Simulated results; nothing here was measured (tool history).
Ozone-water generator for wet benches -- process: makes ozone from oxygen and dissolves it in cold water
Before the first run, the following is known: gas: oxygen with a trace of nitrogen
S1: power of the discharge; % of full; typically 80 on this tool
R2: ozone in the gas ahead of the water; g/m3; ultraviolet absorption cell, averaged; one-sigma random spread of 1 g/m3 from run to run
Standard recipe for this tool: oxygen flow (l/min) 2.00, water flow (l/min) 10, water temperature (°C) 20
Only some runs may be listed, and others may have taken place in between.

run 1 hour=0.0 | S1=80 oxygen_flow_(l/min)=2.00 water_flow_(l/min)=10 water_temperature_(°C)=20 | dissolved_ozone_(ppm)=15.8 R2=189.1
run 2 hour=39.3 | S1=80 oxygen_flow_(l/min)=2.00 water_flow_(l/min)=10 water_temperature_(°C)=20 | dissolved_ozone_(ppm)=15.9 R2=188.7
run 3 hour=87.5 | S1=80 oxygen_flow_(l/min)=2.00 water_flow_(l/min)=10 water_temperature_(°C)=20 | dissolved_ozone_(ppm)=15.8 R2=187.9
run 4 hour=122.6 | S1=80 oxygen_flow_(l/min)=2.00 water_flow_(l/min)=10 water_temperature_(°C)=20 | dissolved_ozone_(ppm)=16.0 R2=187.9
run 5 hour=166.8 | S1=80 oxygen_flow_(l/min)=2.00 water_flow_(l/min)=10 water_temperature_(°C)=20 | dissolved_ozone_(ppm)=15.9 R2=185.4
run 6 hour=207.0 | S1=80 oxygen_flow_(l/min)=2.00 water_flow_(l/min)=10 water_temperature_(°C)=20 | dissolved_ozone_(ppm)=16.0 R2=187.4
run 7 hour=249.0 | S1=80 oxygen_flow_(l/min)=2.00 water_flow_(l/min)=10 water_temperature_(°C)=20 | dissolved_ozone_(ppm)=15.8 R2=187.3
run 8 hour=303.5 | S1=80 oxygen_flow_(l/min)=2.00 water_flow_(l/min)=10 water_temperature_(°C)=20 | dissolved_ozone_(ppm)=15.6 R2=187.9
run 9 hour=356.0 | S1=80 oxygen_flow_(l/min)=2.00 water_flow_(l/min)=10 water_temperature_(°C)=20 | dissolved_ozone_(ppm)=15.8 R2=185.9
run 10 hour=410.5 | S1=81 oxygen_flow_(l/min)=2.00 water_flow_(l/min)=10 water_temperature_(°C)=20 | dissolved_ozone_(ppm)=15.9 R2=188.8
-- hour=413.7 water thermometer calibrated
run 11 hour=449.7 | S1=56 oxygen_flow_(l/min)=1.44 water_flow_(l/min)=7 water_temperature_(°C)=26 | dissolved_ozone_(ppm)=15.6 R2=180.4
-- hour=501.1 water thermometer calibrated, once more
run 12 hour=502.3 | S1=80 oxygen_flow_(l/min)=1.48 water_flow_(l/min)=10 water_temperature_(°C)=16 | dissolved_ozone_(ppm)=15.8 R2=218.9
run 13 hour=544.1 | S1=80 oxygen_flow_(l/min)=2.00 water_flow_(l/min)=10 water_temperature_(°C)=16 | dissolved_ozone_(ppm)=16.7 R2=186.4
run 14 hour=566.9 | S1=80 oxygen_flow_(l/min)=3.59 water_flow_(l/min)=10 water_temperature_(°C)=23 | dissolved_ozone_(ppm)=15.1 R2=141.0
run 15 hour=617.2 | S1=80 oxygen_flow_(l/min)=3.59 water_flow_(l/min)=10 water_temperature_(°C)=23 | dissolved_ozone_(ppm)=15.2 R2=139.8
run 16 hour=646.7 | S1=80 oxygen_flow_(l/min)=2.01 water_flow_(l/min)=8 water_temperature_(°C)=27 | dissolved_ozone_(ppm)=16.9 R2=187.0
run 17 hour=693.0 | S1=42 oxygen_flow_(l/min)=3.30 water_flow_(l/min)=10 water_temperature_(°C)=24 | dissolved_ozone_(ppm)=10.6 R2=103.2
run 18 hour=743.4 | S1=42 oxygen_flow_(l/min)=3.30 water_flow_(l/min)=14 water_temperature_(°C)=16 | dissolved_ozone_(ppm)=9.3 R2=102.8
run 19 hour=780.2 | S1=81 oxygen_flow_(l/min)=2.24 water_flow_(l/min)=12 water_temperature_(°C)=24 | dissolved_ozone_(ppm)=13.0 R2=177.4

Here are 5 independent what-if runs from the current tool condition. What would each one return?
run A hour=828.9 | S1=80 oxygen_flow_(l/min)=1.04 water_flow_(l/min)=10 water_temperature_(°C)=20 | dissolved_ozone_(ppm)=? R2=?
run B hour=828.9 | S1=80 oxygen_flow_(l/min)=2.00 water_flow_(l/min)=7 water_temperature_(°C)=17 | dissolved_ozone_(ppm)=? R2=?
run C hour=828.9 | S1=80 oxygen_flow_(l/min)=2.66 water_flow_(l/min)=10 water_temperature_(°C)=25 | dissolved_ozone_(ppm)=? R2=?
run D hour=828.9 | S1=81 oxygen_flow_(l/min)=2.30 water_flow_(l/min)=12 water_temperature_(°C)=24 | dissolved_ozone_(ppm)=? R2=?
run E hour=828.9 | S1=50 oxygen_flow_(l/min)=2.00 water_flow_(l/min)=8 water_temperature_(°C)=17 | dissolved_ozone_(ppm)=? R2=?

run=A dissolved_ozone_(ppm)=14.0 R2=258.2
run=B dissolved_ozone_(ppm)=21.6 R2=185.1
run=C dissolved_ozone_(ppm)=14.8 R2=162.7
run=D dissolved_ozone_(ppm)=13.1 R2=175.1
run=E dissolved_ozone_(ppm)=15.1 R2=145.2
The same runs, with their run-to-run variation unchanged, on a tool lacking any hidden condition would have given:
run=A dissolved_ozone_(ppm)=15.1 R2=263.3
run=B dissolved_ozone_(ppm)=23.1 R2=188.7
run=C dissolved_ozone_(ppm)=16.0 R2=165.9
run=D dissolved_ozone_(ppm)=14.2 R2=178.6
run=E dissolved_ozone_(ppm)=16.1 R2=147.3

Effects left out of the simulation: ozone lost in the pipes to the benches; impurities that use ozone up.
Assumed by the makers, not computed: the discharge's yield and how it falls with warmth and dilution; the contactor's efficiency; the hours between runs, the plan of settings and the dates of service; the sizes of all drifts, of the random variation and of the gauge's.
